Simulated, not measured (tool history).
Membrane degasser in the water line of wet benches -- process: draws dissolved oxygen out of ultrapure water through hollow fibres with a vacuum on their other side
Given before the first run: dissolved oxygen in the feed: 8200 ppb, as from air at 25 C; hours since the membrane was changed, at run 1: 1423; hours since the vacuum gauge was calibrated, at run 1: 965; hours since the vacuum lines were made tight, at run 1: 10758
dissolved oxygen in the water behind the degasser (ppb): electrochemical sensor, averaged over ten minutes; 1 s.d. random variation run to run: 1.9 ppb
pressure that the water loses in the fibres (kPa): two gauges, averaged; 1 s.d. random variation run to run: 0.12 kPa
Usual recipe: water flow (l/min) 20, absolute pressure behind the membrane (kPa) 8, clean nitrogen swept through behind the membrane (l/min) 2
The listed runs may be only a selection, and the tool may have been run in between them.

run    hour  water flow (l/min)  absolute pressure behind the membrane (kPa)  clean nitrogen swept through behind the membrane (l/min)  hours since the membrane was changed  hours since the vacuum gauge was calibrated  hours since the vacuum lines were made tight  dissolved oxygen in the water behind the degasser (ppb)  pressure that the water loses in the fibres (kPa)
  1       0                  20                                            8                                                         2                                  1423                                          965                                         10758                                                    197.1                                              31.21
  2    36.4                  20                                            8                                                         2                                  1459                                         1002                                         10794                                                    197.2                                              30.98
  3    75.2                  20                                            8                                                         2                                  1498                                         1041                                         10833                                                    198.7                                              31.09
  4   108.2                  20                                            8                                                         2                                  1531                                         1074                                         10866                                                    200.9                                              31.17
  5   143.4                  20                                            8                                                         2                                  1566                                         1109                                         10901                                                    195.1                                              31.19
  6   204.5                  20                                            8                                                         2                                  1627                                         1170                                         10963                                                    198.5                                              31.12
  7   260.5                  20                                            8                                                         2                                  1683                                         1226                                         11019                                                    198.8                                              31.22
  8   315.8                  20                                         6.99                                                         2                                  1739                                         1281                                         11074                                                    171.9                                              31.16
  9   349.6                  20                                         6.99                                                      3.47                                  1772                                         1315                                         11108                                                    138.8                                              31.22
        400  -- seals of the vacuum lines changed
 10   422.2                  24                                         6.99                                                      3.47                                  1843                                         1386                                            22                                                      200                                              37.51
 11   457.3                  24                                         6.99                                                      3.47                                  1878                                         1421                                            57                                                    201.1                                              37.53
 12   524.5                  24                                         6.99                                                      3.47                                  1945                                         1488                                           125                                                    197.5                                              37.31
 13   587.7                  16                                            8                                                         2                                  2008                                         1551                                           188                                                      134                                              24.86
 14   647.3                  16                                            8                                                         2                                  2068                                         1611                                           247                                                    134.3                                              25.01
 15   699.3                  16                                            8                                                         2                                  2120                                         1663                                           299                                                    133.7                                              24.97
 16   761.5                  20                                         7.67                                                         2                                  2182                                         1725                                           362                                                    189.1                                              31.35
 17   834.3                  20                                            8                                                         2                                  2255                                         1798                                           434                                                    196.8                                                 31
 18   885.9                  21                                         7.27                                                         2                                  2307                                         1849                                           486                                                    197.3                                              32.71
 19   917.1                  17                                         8.43                                                       4.2                                  2338                                         1881                                           517                                                    104.6                                               26.6
 20   947.9                  17                                         8.74                                                      4.63                                  2369                                         1911                                           548                                                    101.7                                              26.66
 21  1002.7                  17                                         8.74                                                      4.63                                  2423                                         1966                                           603                                                    101.6                                              26.51
 22  1047.7                  22                                         7.49                                                      4.32                                  2468                                         2011                                           648                                                    165.6                                              34.33
 23  1090.6                  22                                         7.49                                                      4.32                                  2511                                         2054                                           691                                                    165.6                                              34.26
 24  1122.6                  16                                         5.12                                                      2.18                                  2543                                         2086                                           723                                                     77.5                                              24.91
 25  1192.7                  31                                         6.27                                                         2                                  2613                                         2156                                           793                                                      362                                              48.44
 26  1239.3                  31                                         6.27                                                         2                                  2660                                         2203                                           839                                                    364.4                                               48.2
 27  1312.2                  27                                        18.84                                                         2                                  2733                                         2276                                           912                                                    641.8                                              42.13
 28  1344.6                  20                                        18.44                                                      1.19                                  2765                                         2308                                           945                                                    630.5                                              31.31
 29  1379.5                  22                                            8                                                         2                                  2800                                         2343                                           980                                                    237.8                                              34.44
 30  1441.9                  22                                            8                                                         2                                  2863                                         2405                                          1042                                                    233.1                                              34.28
 31  1491.6                  22                                            8                                                         2                                  2912                                         2455                                          1092                                                    230.5                                              34.38
 32  1552.1                  22                                            8                                                         2                                  2973                                         2516                                          1152                                                    233.7                                              34.44
 33  1612.2                  22                                            8                                                         2                                  3033                                         2576                                          1212                                                    235.5                                              34.43

Entry by entry between the runs, the difference in hidden state between the last listed run before and the first listed run after:
Logged between run 9 and run 10: seals of the vacuum lines changed (hour 400)
  air that leaks in behind the membrane, l/min: 0.0215 -> 0.0036
  measured value less the no-hidden-state value, dissolved oxygen in the water behind the degasser (ppb): +4.9 -> +5.1; pressure that the water loses in the fibres (kPa): +0.22 -> +0.28
